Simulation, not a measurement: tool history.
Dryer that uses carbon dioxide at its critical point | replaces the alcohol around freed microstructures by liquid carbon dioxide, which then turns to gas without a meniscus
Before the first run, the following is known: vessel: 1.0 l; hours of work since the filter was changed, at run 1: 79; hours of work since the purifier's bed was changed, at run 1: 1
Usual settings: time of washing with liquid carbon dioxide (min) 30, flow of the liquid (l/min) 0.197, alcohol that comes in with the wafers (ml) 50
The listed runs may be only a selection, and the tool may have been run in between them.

run     day  time of washing with liquid carbon dioxide (min)  flow of the liquid (l/min)  alcohol that comes in with the wafers (ml)  hours of work since the filter was changed  hours of work since the purifier's bed was changed  alcohol left in the vessel before it's heated (ppm by volume)
  1       0                                                30                       0.197                                          50                                          79                                                   1                                                            580
  2   1.579                                                30                       0.197                                          50                                         102                                                  23                                                            626
  3    2.95                                                30                       0.197                                          50                                         121                                                  43                                                            687
  4   4.575                                                30                       0.197                                          50                                         144                                                  66                                                            718
  5   5.867                                                30                       0.197                                          50                                         163                                                  85                                                            752
  6   7.883                                                30                       0.197                                          50                                         192                                                 114                                                            844
  7   9.729                                                30                       0.197                                          50                                         218                                                 140                                                            889
  8  11.088                                                30                       0.197                                          50                                         238                                                 159                                                            962
  9  12.283                                                30                       0.197                                          50                                         255                                                 176                                                           1032
     13.362  -- inlet filter changed
 10  13.379                                                30                       0.197                                          50                                           0                                                 192                                                            529
 11  14.779                                                30                       0.197                                          50                                          20                                                 212                                                            535
 12  15.662                                                30                       0.197                                          50                                          33                                                 224                                                            548
 13    17.4                                                30                       0.197                                          50                                          58                                                 249                                                            610
 14  18.579                                                30                       0.197                                          50                                          75                                                 266                                                            633
 15  20.588                                                30                       0.197                                          50                                         103                                                 295                                                            693
 16    22.4                                                30                       0.197                                          50                                         129                                                 321                                                            757
 17  23.346                                                30                       0.197                                          50                                         143                                                 334                                                            771
 18  24.742                                                30                       0.197                                          50                                         163                                                 354                                                            830
 19  26.175                                                33                       0.197                                          50                                         183                                                 374                                                            624
 20  28.058                                                33                       0.197                                          50                                         210                                                 401                                                            677
 21  29.142                                                30                       0.197                                          50                                         226                                                 417                                                            992
 22  30.142                                                30                       0.151                                          50                                         240                                                 431                                                           2550
 23  32.054                                                30                       0.197                                          50                                         267                                                 459                                                           1135
     32.208  -- inlet filter changed
 24  33.421                                                26                       0.229                                          50                                          17                                                 478                                                            549
 25   35.25                                                43                       0.209                                         118                                          44                                                 504                                                            228
 26  36.912                                                26                       0.145                                         106                                          67                                                 527                                                           6359
 27  37.825                                                30                       0.188                                          55                                          80                                                 540                                                            918
 28  38.733                                                30                       0.188                                          55                                          93                                                 553                                                            964
 29  40.604                                                30                       0.201                                          50                                         120                                                 580                                                            753
 30  41.529                                                46                        0.22                                          27                                         133                                                 593                                                            172
 31  42.767                                                46                        0.22                                          27                                         151                                                 611                                                            178
 32  44.679                                                46                       0.298                                          27                                         178                                                 639                                                            168
 33  46.288                                                33                       0.124                                          51                                         201                                                 662                                                           3491
 34  47.717                                                41                       0.133                                          63                                         222                                                 682                                                           1812
 35  49.558                                                21                        0.15                                          63                                         248                                                 708                                                           8168
 36  50.608                                                21                        0.15                                          63                                         263                                                 723                                                           8162
     51.108  -- inlet filter changed
 37  52.433                                                21                        0.15                                          63                                          19                                                 749                                                           5750
 38  53.625                                                21                       0.135                                         119                                          36                                                 766                                                          14073
 39    55.2                                                21                       0.212                                          93                                          59                                                 788                                                           3238
 40  56.529                                                21                       0.212                                          93                                          78                                                 807                                                           3408
 41  57.654                                                19                       0.212                                          22                                          94                                                 823                                                           1285
 42  58.783                                                19                       0.212                                          22                                         110                                                 840                                                           1323
 43  60.375                                                19                       0.146                                          22                                         133                                                 862                                                           3336
 44  61.892                                                19                       0.234                                         107                                         154                                                 884                                                           4369
 45  63.025                                                19                       0.234                                         107                                         170                                                 900                                                           4613
 46  64.675                                                29                       0.234                                          70                                         194                                                 924                                                            844

Below are 4 alternative next runs, each starting from the tool's condition after run 46. Predict each:
  A  66.508                                                23                       0.197                                         110                                         220                                                 950                                                              ?
  B  66.508                                                36                       0.138                                          40                                         220                                                 950                                                              ?
  C  66.508                                                22                       0.182                                          70                                         220                                                 950                                                              ?
  D  66.508                                                29                       0.333                                          36                                         220                                                 950                                                              ?

run  alcohol left in the vessel before it's heated (ppm by volume)
  A                                                           5222
  B                                                           1753
  C                                                           4887
  D                                                            287
Take away the tool's hidden state, keep each run's random variation, and the runs would have read:
run  alcohol left in the vessel before it's heated (ppm by volume)
  A                                                           2916
  B                                                            848
  C                                                           2900
  D                                                             15

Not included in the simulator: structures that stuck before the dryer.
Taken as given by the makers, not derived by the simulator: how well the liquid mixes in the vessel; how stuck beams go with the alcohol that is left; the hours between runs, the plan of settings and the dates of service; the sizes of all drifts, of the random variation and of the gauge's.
